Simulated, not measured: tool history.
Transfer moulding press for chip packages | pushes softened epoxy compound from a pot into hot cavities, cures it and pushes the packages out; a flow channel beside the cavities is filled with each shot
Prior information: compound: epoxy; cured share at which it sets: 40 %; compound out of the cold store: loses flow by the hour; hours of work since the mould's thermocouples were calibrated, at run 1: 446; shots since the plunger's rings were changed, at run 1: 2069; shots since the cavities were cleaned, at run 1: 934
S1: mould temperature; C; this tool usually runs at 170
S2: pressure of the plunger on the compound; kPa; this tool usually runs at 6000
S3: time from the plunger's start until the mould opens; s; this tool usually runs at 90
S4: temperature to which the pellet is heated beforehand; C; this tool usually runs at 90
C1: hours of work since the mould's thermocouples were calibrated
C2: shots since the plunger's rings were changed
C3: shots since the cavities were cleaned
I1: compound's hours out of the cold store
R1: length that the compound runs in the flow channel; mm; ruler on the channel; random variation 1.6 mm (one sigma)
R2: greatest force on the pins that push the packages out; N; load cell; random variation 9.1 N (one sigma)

Run 1, hour 0.0: usual settings; C1 446; C2 2069; C3 934; I1 42.0. Result: R1 528 mm, R2 854 N.
At hour 17.7: cavities cleaned with cleaning compound and waxed.
Run 2, hour 22.7: usual settings; C1 461; C2 2363; C3 69; I1 35.4. Result: R1 537 mm, R2 1088 N.
Run 3, hour 44.2: usual settings; C1 475; C2 2660; C3 366; I1 15.0. Result: R1 566 mm, R2 1090 N.
Run 4, hour 73.6: usual settings but S4 95 C; C1 495; C2 3069; C3 775; I1 23.2. Result: R1 551 mm, R2 946 N.
Run 5, hour 88.0: usual settings; C1 505; C2 3268; C3 974; I1 41.4. Result: R1 519 mm, R2 948 N.
At hour 101.3: cavities cleaned with cleaning compound and waxed.
Run 6, hour 105.8: usual settings but S2 5770 kPa; C1 516; C2 3494; C3 63; I1 21.3. Result: R1 541 mm, R2 507 N.
Run 7, hour 133.3: usual settings but S2 5770 kPa; C1 534; C2 3875; C3 444; I1 41.4. Result: R1 505 mm, R2 738 N.
At hour 149.2: cavities cleaned with cleaning compound and waxed, once more.
Run 8, hour 163.0: usual settings but S3 95 s; C1 553; C2 4265; C3 191; I1 45.8. Result: R1 508 mm, R2 539 N.
Run 9, hour 185.7: usual settings but S2 7290 kPa, S4 91 C; C1 569; C2 4580; C3 506; I1 34.0. Result: R1 577 mm, R2 765 N.
Run 10, hour 200.7: usual settings but S2 6920 kPa; C1 579; C2 4788; C3 714; I1 17.4. Result: R1 589 mm, R2 921 N.
At hour 205.9: plunger's sealing rings changed.
Run 11, hour 225.9: usual settings but S2 6920 kPa, S4 82 C; C1 594; C2 277; C3 1028; I1 24.0. Result: R1 610 mm, R2 942 N.
At hour 236.1: mould's thermocouples calibrated.
At hour 237.6: cavities cleaned with cleaning compound and waxed.
Run 12, hour 258.3: usual settings but S3 80 s; C1 14; C2 679; C3 288; I1 46.2. Result: R1 530 mm, R2 838 N.
Run 13, hour 275.3: usual settings but S2 4520 kPa, S3 80 s; C1 25; C2 913; C3 522; I1 17.0. Result: R1 499 mm, R2 1046 N.
Run 14, hour 288.4: usual settings but S1 175 C, S2 4520 kPa, S3 70 s, S4 96 C; C1 34; C2 1095; C3 704; I1 15.4. Result: R1 488 mm, R2 1040 N.
Run 15, hour 303.5: usual settings but S1 175 C, S2 4520 kPa, S3 70 s, S4 96 C; C1 45; C2 1305; C3 914; I1 27.2. Result: R1 471 mm, R2 1053 N.
At hour 321.3: cavities cleaned with cleaning compound and waxed.
Run 16, hour 328.6: usual settings but S1 167 C, S2 7200 kPa, S3 129 s, S4 89 C; C1 60; C2 1632; C3 101; I1 35.8. Result: R1 597 mm, R2 336 N.

Consider 3 possible next runs. They are alternatives, not a sequence: every one starts from the tool as it was left by run 16. What does each give?
Run A, hour 359.4: usual settings but S1 164 C, S2 5910 kPa, S3 95 s, S4 89 C; C1 81; C2 2059; C3 528; I1 28.1. Result: R1 ?, R2 ?.
Run B, hour 359.4: usual settings but S1 167 C, S2 4620 kPa, S3 129 s, S4 89 C; C1 81; C2 2059; C3 528; I1 40.6. Result: R1 ?, R2 ?.
Run C, hour 359.4: usual settings but S2 5580 kPa, S3 72 s; C1 81; C2 2059; C3 528; I1 13.0. Result: R1 ?, R2 ?.

run   R1    R2
  A  556  1064
  B  469   499
  C  553  1368
Had the tool no hidden state, the same runs would have come out as:
run   R1   R2
  A  571  546
  B  481  254
  C  568  700
